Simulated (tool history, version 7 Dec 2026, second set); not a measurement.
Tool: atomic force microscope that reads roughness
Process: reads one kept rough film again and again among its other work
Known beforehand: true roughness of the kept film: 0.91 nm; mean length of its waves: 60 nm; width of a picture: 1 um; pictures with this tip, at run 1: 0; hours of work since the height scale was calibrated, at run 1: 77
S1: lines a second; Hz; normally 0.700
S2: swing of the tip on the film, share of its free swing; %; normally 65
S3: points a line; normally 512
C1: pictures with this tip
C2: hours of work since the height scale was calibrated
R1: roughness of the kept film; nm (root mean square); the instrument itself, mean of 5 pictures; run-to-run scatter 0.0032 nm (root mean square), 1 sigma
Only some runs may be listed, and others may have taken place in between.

run	day	S1	S2	S3	C1	C2	R1
1	0.000	0.700	65	512	0	77	0.876
2	1.450	0.700	65	553	48	105	0.882
3	4.783	0.700	65	553	156	169	0.872
4	6.838	0.700	65	553	223	208	0.869
# day 9.992: new tip fitted
5	10.446	0.758	65	553	14	277	0.873
6	13.558	0.700	65	512	116	336	0.872
7	15.112	0.700	65	915	167	366	0.874
8	17.417	0.700	65	915	242	410	0.871
9	19.417	0.700	65	915	307	449	0.872
# day 19.896: new tip fitted
10	22.492	0.700	65	512	84	507	0.875
11	24.829	0.700	65	512	161	552	0.869
12	27.850	0.700	65	512	259	610	0.872
# day 29.833: new tip fitted
13	31.300	0.700	65	512	48	676	0.872
14	33.638	1.193	75	782	124	721	0.823
15	35.425	0.700	65	258	183	755	0.865
16	36.862	1.304	74	258	230	782	0.814
# day 39.792: new tip fitted
17	40.112	0.700	65	294	11	844	0.867
18	42.354	2.697	65	311	84	887	0.798
19	44.221	1.865	66	512	145	923	0.824
20	46.108	0.572	65	634	206	959	0.872
21	48.625	0.572	65	634	289	1007	0.867
# day 49.883: new tip fitted
22	50.396	0.572	65	634	17	1041	0.871

Run 23 comes next. What will it give?
23	52.062	0.572	65	634	71	1073	?

{"run 23": {"R1": 0.869}}
With no hidden state in the tool, this same run would have given R1 0.882 nm (root mean square).
